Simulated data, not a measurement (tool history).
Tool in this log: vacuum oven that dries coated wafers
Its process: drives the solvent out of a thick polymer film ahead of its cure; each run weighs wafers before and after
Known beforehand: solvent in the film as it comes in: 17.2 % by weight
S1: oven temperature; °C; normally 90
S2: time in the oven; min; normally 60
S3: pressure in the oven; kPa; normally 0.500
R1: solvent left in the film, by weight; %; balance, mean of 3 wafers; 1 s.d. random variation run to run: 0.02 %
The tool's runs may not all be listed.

run    hour   S1   S2     S3    R1
  1     0.0   90   60  0.500  2.96
  2    75.7   90   60  0.500  2.94
  3   149.7   90   60  0.500  2.92
  4   228.8   90   60  0.500  2.92
  5   275.5   90   60  0.500  2.94
  6   352.8   90   60  0.500  2.92
  7   427.3  105   60  0.500  0.47
  8   486.0  105   60  0.500  0.48
  9   545.6  105   60  0.500  0.47
 10   607.3   90  101  0.500  1.19
 11   650.3   90  101  0.500  1.22
 12   713.0   90   60  0.500  2.82
 13   778.9   90   60  0.500  2.79
 14   826.6   90   58  0.500  2.94
 15   899.7   90   58  0.500  2.88
 16   938.2   90   84  0.500  1.64
      986.5  -- oven's thermocouples calibrated
 17   989.6   90   84  0.500  1.90
 18  1052.3   90   84  0.500  1.85
 19  1103.4   90   84  0.500  1.85
 20  1142.1   90   84  0.500  1.87
 21  1201.6   99   60  0.500  1.17
 22  1261.6   99   60  0.500  1.17
 23  1315.8   90   60  0.500  3.06
 24  1384.0   82   98  0.266  3.08
 25  1438.1   82   98  0.589  3.37
 26  1495.2   88   65  1.047  3.67
 27  1547.0   90   60  0.426  2.95
 28  1623.2   90   93  0.490  1.52

Run 29, settings as shown, results not yet in. Your forecast:
     1681.2  -- vacuum gauge cleaned of residue and calibrated
 29  1708.5  90  93  0.490   ?

R1: 1.29 %
Had the tool carried no hidden state, the very same run would have given R1 1.39 %.
